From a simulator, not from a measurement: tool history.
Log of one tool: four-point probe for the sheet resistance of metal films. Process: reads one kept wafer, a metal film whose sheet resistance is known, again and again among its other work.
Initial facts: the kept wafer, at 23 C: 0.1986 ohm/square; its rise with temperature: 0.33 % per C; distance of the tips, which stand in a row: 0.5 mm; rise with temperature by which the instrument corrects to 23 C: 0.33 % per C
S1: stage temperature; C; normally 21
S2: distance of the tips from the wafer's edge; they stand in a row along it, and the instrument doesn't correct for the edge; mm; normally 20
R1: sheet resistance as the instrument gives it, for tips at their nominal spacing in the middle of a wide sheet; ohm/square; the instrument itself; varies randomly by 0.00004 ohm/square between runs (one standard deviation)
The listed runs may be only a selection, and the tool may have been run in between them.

{"run": 1, "day": 0.0, "S1": 21, "S2": 20, "R1": 0.196351}
{"run": 2, "day": 3.671, "S1": 21, "S2": 20, "R1": 0.196331}
{"day": 6.446, "done": "new probe head fitted"}
{"run": 3, "day": 6.667, "S1": 29, "S2": 20, "R1": 0.197694}
{"run": 4, "day": 9.396, "S1": 29, "S2": 20, "R1": 0.197646}
{"day": 10.717, "done": "stage's thermometer calibrated"}
{"run": 5, "day": 13.762, "S1": 29, "S2": 20, "R1": 0.197783}
{"run": 6, "day": 16.0, "S1": 21, "S2": 20, "R1": 0.197932}
{"day": 17.971, "done": "stage's thermometer calibrated, once more"}
{"run": 7, "day": 20.704, "S1": 21, "S2": 11, "R1": 0.197527}
{"run": 8, "day": 22.842, "S1": 21, "S2": 30, "R1": 0.197293}
{"run": 9, "day": 27.388, "S1": 21, "S2": 20, "R1": 0.197242}
{"run": 10, "day": 29.908, "S1": 21, "S2": 20, "R1": 0.197222}
{"run": 11, "day": 32.512, "S1": 20, "S2": 20, "R1": 0.197218}
{"run": 12, "day": 35.029, "S1": 20, "S2": 20, "R1": 0.197133}
{"run": 13, "day": 38.254, "S1": 20, "S2": 20, "R1": 0.19717}
{"run": 14, "day": 42.717, "S1": 20, "S2": 20, "R1": 0.197161}
{"run": 15, "day": 46.258, "S1": 20, "S2": 20, "R1": 0.197081}
{"run": 16, "day": 50.467, "S1": 21, "S2": 21, "R1": 0.196948}
{"run": 17, "day": 54.212, "S1": 25, "S2": 20, "R1": 0.196856}
{"run": 18, "day": 57.779, "S1": 18, "S2": 20, "R1": 0.196905}
{"run": 19, "day": 62.45, "S1": 19, "S2": 20, "R1": 0.19688}
{"run": 20, "day": 65.296, "S1": 30, "S2": 20, "R1": 0.196623}
{"run": 21, "day": 68.079, "S1": 30, "S2": 20, "R1": 0.196642}
{"run": 22, "day": 72.871, "S1": 30, "S2": 20, "R1": 0.196572}
{"run": 23, "day": 75.104, "S1": 30, "S2": 20, "R1": 0.196592}
{"run": 24, "day": 79.246, "S1": 21, "S2": 41, "R1": 0.196601}
{"run": 25, "day": 83.762, "S1": 28, "S2": 13, "R1": 0.196586}
{"run": 26, "day": 87.017, "S1": 28, "S2": 20, "R1": 0.196394}
{"run": 27, "day": 91.65, "S1": 20, "S2": 17, "R1": 0.196502}
{"run": 28, "day": 95.958, "S1": 21, "S2": 15, "R1": 0.196483}
{"run": 29, "day": 98.112, "S1": 26, "S2": 25, "R1": 0.196342}
{"run": 30, "day": 101.704, "S1": 19, "S2": 55, "R1": 0.19639}
{"run": 31, "day": 104.571, "S1": 25, "S2": 20, "R1": 0.196403}
{"run": 32, "day": 108.412, "S1": 25, "S2": 20, "R1": 0.196226}
{"run": 33, "day": 112.929, "S1": 25, "S2": 20, "R1": 0.196174}
{"day": 113.429, "done": "stage's thermometer calibrated"}
{"run": 34, "day": 117.908, "S1": 25, "S2": 45, "R1": 0.195757}
{"run": 35, "day": 120.8, "S1": 23, "S2": 10, "R1": 0.195972}
{"run": 36, "day": 123.325, "S1": 20, "S2": 4, "R1": 0.197385}
{"run": 37, "day": 128.083, "S1": 20, "S2": 4, "R1": 0.197358}
{"run": 38, "day": 132.021, "S1": 20, "S2": 4, "R1": 0.197301}
{"run": 39, "day": 135.125, "S1": 22, "S2": 45, "R1": 0.195619}
{"run": 40, "day": 139.571, "S1": 22, "S2": 45, "R1": 0.195514}
{"run": 41, "day": 142.475, "S1": 22, "S2": 45, "R1": 0.195501}
{"run": 42, "day": 146.992, "S1": 33, "S2": 9, "R1": 0.195655}
{"run": 43, "day": 149.558, "S1": 24, "S2": 6, "R1": 0.196089}
{"run": 44, "day": 154.067, "S1": 21, "S2": 10, "R1": 0.195699}

For each run, the measured value with the value that run would have given without the tool's hidden condition subtracted. The run-to-run variation is shared by both, the gauge scatter possibly not:
The tool's hidden condition here consists of: inner tips' distance over the nominal, %; tips' flats over new ones', %; wafer's true temperature over the reading, C; drift of the gauge itself on sheet_ohm, %.
run=1 R1=-0.002327
run=2 R1=-0.00237
run=3 R1=-0.000868
run=4 R1=-0.000904
run=5 R1=-0.000817
run=6 R1=-0.000829
run=7 R1=-0.001355
run=8 R1=-0.001378
run=9 R1=-0.001431
run=10 R1=-0.001459
run=11 R1=-0.001493
run=12 R1=-0.001527
run=13 R1=-0.001564
run=14 R1=-0.001619
run=15 R1=-0.00166
run=16 R1=-0.001708
run=17 R1=-0.001752
run=18 R1=-0.001795
run=19 R1=-0.001848
run=20 R1=-0.001885
run=21 R1=-0.001917
run=22 R1=-0.001977
run=23 R1=-0.002005
run=24 R1=-0.002052
run=25 R1=-0.00211
run=26 R1=-0.002139
run=27 R1=-0.002189
run=28 R1=-0.002237
run=29 R1=-0.00227
run=30 R1=-0.002298
run=31 R1=-0.002339
run=32 R1=-0.00238
run=33 R1=-0.002438
run=34 R1=-0.002852
run=35 R1=-0.002887
run=36 R1=-0.002935
run=37 R1=-0.002993
run=38 R1=-0.003038
run=39 R1=-0.00305
run=40 R1=-0.003103
run=41 R1=-0.003135
run=42 R1=-0.003194
run=43 R1=-0.003226
run=44 R1=-0.003273
